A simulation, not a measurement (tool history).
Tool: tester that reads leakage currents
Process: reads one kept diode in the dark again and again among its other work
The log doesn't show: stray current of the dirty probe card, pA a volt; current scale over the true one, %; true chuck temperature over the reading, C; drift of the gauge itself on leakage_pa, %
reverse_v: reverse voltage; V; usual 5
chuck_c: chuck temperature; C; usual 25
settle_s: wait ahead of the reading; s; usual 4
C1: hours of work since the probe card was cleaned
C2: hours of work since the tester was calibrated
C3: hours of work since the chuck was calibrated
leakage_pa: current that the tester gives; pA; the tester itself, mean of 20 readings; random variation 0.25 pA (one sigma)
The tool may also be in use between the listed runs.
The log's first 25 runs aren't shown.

{"run": 26, "hour": 998.9, "reverse_v": 1, "chuck_c": 25, "settle_s": 4, "C1": 1884, "C2": 1919, "C3": 542, "leakage_pa": 34.82}
{"run": 27, "hour": 1051.1, "reverse_v": 1, "chuck_c": 25, "settle_s": 4, "C1": 1915, "C2": 1950, "C3": 573, "leakage_pa": 34.58}
{"run": 28, "hour": 1103.3, "reverse_v": 5, "chuck_c": 23, "settle_s": 4, "C1": 1946, "C2": 1981, "C3": 604, "leakage_pa": 69.67}
{"run": 29, "hour": 1152.2, "reverse_v": 5, "chuck_c": 23, "settle_s": 4, "C1": 1975, "C2": 2010, "C3": 634, "leakage_pa": 69.08}
{"run": 30, "hour": 1184.0, "reverse_v": 10.01, "chuck_c": 51, "settle_s": 0.72, "C1": 1994, "C2": 2029, "C3": 653, "leakage_pa": 813.54}
{"run": 31, "hour": 1223.0, "reverse_v": 5, "chuck_c": 25, "settle_s": 4.95, "C1": 2018, "C2": 2053, "C3": 676, "leakage_pa": 80.24}
{"run": 32, "hour": 1246.1, "reverse_v": 5, "chuck_c": 25, "settle_s": 0.48, "C1": 2031, "C2": 2066, "C3": 690, "leakage_pa": 81.52}
{"run": 33, "hour": 1296.8, "reverse_v": 4.74, "chuck_c": 23, "settle_s": 0.48, "C1": 2062, "C2": 2097, "C3": 720, "leakage_pa": 67.55}
{"run": 34, "hour": 1323.2, "reverse_v": 6.53, "chuck_c": 42, "settle_s": 1.68, "C1": 2077, "C2": 2112, "C3": 736, "leakage_pa": 336.88}
{"run": 35, "hour": 1346.4, "reverse_v": 6.59, "chuck_c": 21, "settle_s": 4, "C1": 2091, "C2": 2126, "C3": 750, "leakage_pa": 68.26}
{"run": 36, "hour": 1377.1, "reverse_v": 9.24, "chuck_c": 52, "settle_s": 2.44, "C1": 2110, "C2": 2145, "C3": 768, "leakage_pa": 832.66}
{"run": 37, "hour": 1406.2, "reverse_v": 5, "chuck_c": 34, "settle_s": 4.63, "C1": 2127, "C2": 2162, "C3": 785, "leakage_pa": 159.96}
{"run": 38, "hour": 1447.8, "reverse_v": 5, "chuck_c": 34, "settle_s": 4.63, "C1": 2152, "C2": 2187, "C3": 810, "leakage_pa": 159.45}
{"run": 39, "hour": 1482.6, "reverse_v": 17.27, "chuck_c": 34, "settle_s": 1.54, "C1": 2173, "C2": 2208, "C3": 831, "leakage_pa": 307.6}

Forecast each of these 4 alternatives for the next run:
{"run": "A", "hour": 1518.8, "reverse_v": 11.04, "chuck_c": 50, "settle_s": 8.33, "C1": 2194, "C2": 2229, "C3": 853, "leakage_pa": "?"}
{"run": "B", "hour": 1518.8, "reverse_v": 17.27, "chuck_c": 34, "settle_s": 1.73, "C1": 2194, "C2": 2229, "C3": 853, "leakage_pa": "?"}
{"run": "C", "hour": 1518.8, "reverse_v": 8.44, "chuck_c": 23, "settle_s": 1.99, "C1": 2194, "C2": 2229, "C3": 853, "leakage_pa": "?"}
{"run": "D", "hour": 1518.8, "reverse_v": 5, "chuck_c": 36, "settle_s": 0.48, "C1": 2194, "C2": 2229, "C3": 853, "leakage_pa": "?"}

run=A leakage_pa=781.05
run=B leakage_pa=306.8
run=C leakage_pa=91.24
run=D leakage_pa=186.01
Without the tool's hidden state the same runs would have given:
run=A leakage_pa=856.01
run=B leakage_pa=319.22
run=C leakage_pa=90.4
run=D leakage_pa=201.87
